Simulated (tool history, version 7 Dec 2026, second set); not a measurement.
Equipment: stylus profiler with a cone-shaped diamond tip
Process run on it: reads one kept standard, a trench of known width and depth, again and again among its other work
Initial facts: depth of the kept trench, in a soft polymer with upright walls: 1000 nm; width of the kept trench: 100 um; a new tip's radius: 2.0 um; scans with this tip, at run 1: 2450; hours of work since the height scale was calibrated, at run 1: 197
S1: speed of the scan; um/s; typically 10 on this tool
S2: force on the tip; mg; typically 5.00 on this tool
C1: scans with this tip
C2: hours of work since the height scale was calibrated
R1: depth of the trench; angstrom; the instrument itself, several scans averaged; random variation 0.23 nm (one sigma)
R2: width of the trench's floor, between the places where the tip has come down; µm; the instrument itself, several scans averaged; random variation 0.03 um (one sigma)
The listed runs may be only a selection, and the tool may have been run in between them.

| run | day | S1 | S2 | C1 | C2 | R1 | R2 |
|---|---|---|---|---|---|---|---|
| 1 | 0.000 | 10 | 5.00 | 2450 | 197 | 10264.9 | 96.51 |
| 2 | 0.533 | 10 | 5.00 | 2526 | 203 | 10262.7 | 96.54 |
| 3 | 1.179 | 10 | 5.00 | 2618 | 210 | 10265.0 | 96.49 |
| 4 | 1.892 | 10 | 5.00 | 2720 | 218 | 10261.1 | 96.48 |
| 5 | 2.488 | 2 | 5.00 | 2805 | 225 | 10258.7 | 96.53 |
| 6 | 3.150 | 2 | 5.00 | 2899 | 233 | 10261.2 | 96.59 |
| 7 | 3.662 | 2 | 5.00 | 2973 | 239 | 10260.7 | 96.51 |
| 8 | 4.225 | 10 | 8.65 | 3053 | 245 | 10375.3 | 96.49 |
| 9 | 4.529 | 10 | 9.87 | 3097 | 249 | 10412.3 | 96.51 |
| 10 | 5.104 | 10 | 9.87 | 3179 | 255 | 10413.7 | 96.53 |
| 11 | 5.667 | 10 | 9.87 | 3260 | 262 | 10412.1 | 96.53 |
| 12 | 6.088 | 10 | 9.87 | 3319 | 267 | 10410.4 | 96.52 |
| 13 | 6.588 | 29 | 5.00 | 3391 | 272 | 10264.9 | 96.48 |
| 14 | 7.108 | 23 | 7.73 | 3465 | 278 | 10343.9 | 96.49 |
| 15 | 7.442 | 33 | 7.94 | 3513 | 282 | 10356.1 | 96.51 |
| 16 | 7.792 | 33 | 7.94 | 3563 | 286 | 10355.0 | 96.53 |
| 17 | 8.112 | 16 | 4.58 | 3609 | 290 | 10245.5 | 96.54 |
| 18 | 8.779 | 10 | 5.50 | 3704 | 298 | 10283.1 | 96.52 |
| 19 | 9.221 | 14 | 1.85 | 3767 | 303 | 10136.7 | 96.54 |
| 20 | 9.583 | 12 | 1.85 | 3819 | 307 | 10133.4 | 96.55 |
| 21 | 9.975 | 27 | 10.07 | 3875 | 311 | 10416.9 | 96.49 |
| 22 | 10.621 | 27 | 10.07 | 3967 | 319 | 10417.6 | 96.44 |
| 23 | 11.150 | 27 | 10.07 | 4043 | 325 | 10415.1 | 96.49 |
| 24 | 11.450 | 21 | 2.99 | 4086 | 328 | 10188.1 | 96.47 |
| 25 | 11.946 | 21 | 2.99 | 4156 | 334 | 10185.9 | 96.48 |

Predict each of these 3 candidate next runs independently; none follows another, all start after run 25:
| A | 12.533 | 6 | 2.99 | 4240 | 341 | ? | ? |
| B | 12.533 | 35 | 2.53 | 4240 | 341 | ? | ? |
| C | 12.533 | 5 | 5.95 | 4240 | 341 | ? | ? |

| run | R1 | R2 |
|---|---|---|
| A | 10187.3 | 96.51 |
| B | 10166.0 | 96.44 |
| C | 10299.9 | 96.53 |
What these runs would have given with no unlogged condition in the tool:
| run | R1 | R2 |
|---|---|---|
| A | 10187.0 | 96.52 |
| B | 10165.7 | 96.44 |
| C | 10299.7 | 96.54 |
